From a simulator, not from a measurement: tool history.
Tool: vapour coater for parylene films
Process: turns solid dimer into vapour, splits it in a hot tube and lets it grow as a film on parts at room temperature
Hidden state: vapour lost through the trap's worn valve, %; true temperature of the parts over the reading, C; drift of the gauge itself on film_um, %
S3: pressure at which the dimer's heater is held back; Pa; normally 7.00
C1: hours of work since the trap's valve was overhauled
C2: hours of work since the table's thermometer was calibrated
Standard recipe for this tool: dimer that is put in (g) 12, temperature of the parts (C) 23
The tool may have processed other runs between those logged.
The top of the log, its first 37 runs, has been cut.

Run 38, hour 2000.7: usual settings but dimer that is put in (g) 7, temperature of the parts (C) 29, S3 3.47 Pa; C1 252; C2 670. Result: thickness of the film (µm) 2.47.
At hour 2033.9: trap's valve overhauled.
Run 39, hour 2073.2: usual settings but temperature of the parts (C) 16, S3 11.52 Pa; C1 28; C2 720. Result: thickness of the film (µm) 5.84.
Run 40, hour 2142.5: usual settings but temperature of the parts (C) 16, S3 11.52 Pa; C1 78; C2 770. Result: thickness of the film (µm) 5.76.
Run 41, hour 2182.6: usual settings but temperature of the parts (C) 16, S3 11.52 Pa; C1 107; C2 798. Result: thickness of the film (µm) 5.90.
Run 42, hour 2249.7: usual settings but dimer that is put in (g) 10, temperature of the parts (C) 24, S3 4.05 Pa; C1 155; C2 847. Result: thickness of the film (µm) 4.21.
Run 43, hour 2328.3: usual settings but dimer that is put in (g) 10, temperature of the parts (C) 24, S3 4.05 Pa; C1 212; C2 903. Result: thickness of the film (µm) 4.16.
Run 44, hour 2371.5: usual settings but dimer that is put in (g) 20, temperature of the parts (C) 19, S3 2.88 Pa; C1 243; C2 934. Result: thickness of the film (µm) 10.09.
At hour 2414.1: trap's valve overhauled.
Run 45, hour 2442.4: usual settings but dimer that is put in (g) 20, temperature of the parts (C) 19, S3 2.88 Pa; C1 20; C2 983. Result: thickness of the film (µm) 11.03.
At hour 2518.5: table's thermometer calibrated.
Run 46, hour 2518.5: usual settings but dimer that is put in (g) 20, temperature of the parts (C) 19, S3 2.88 Pa; C1 74; C2 0. Result: thickness of the film (µm) 10.33.

Forecast each of these 4 alternatives for the next run:
Run A, hour 2554.4: usual settings but dimer that is put in (g) 10, temperature of the parts (C) 28, S3 2.51 Pa; C1 100; C2 26. Result: thickness of the film (µm) ?.
Run B, hour 2554.4: usual settings but dimer that is put in (g) 6, temperature of the parts (C) 30, S3 3.48 Pa; C1 100; C2 26. Result: thickness of the film (µm) ?.
Run C, hour 2554.4: usual settings but dimer that is put in (g) 11, S3 3.73 Pa; C1 100; C2 26. Result: thickness of the film (µm) ?.
Run D, hour 2554.4: usual settings but dimer that is put in (g) 20, temperature of the parts (C) 18, S3 4.91 Pa; C1 100; C2 26. Result: thickness of the film (µm) ?.

run  thickness of the film (µm)
  A                        3.96
  B                        2.08
  C                        4.85
  D                        9.80
Without the tool's hidden state the same runs would have given:
run  thickness of the film (µm)
  A                        4.08
  B                        2.15
  C                        5.01
  D                       10.13
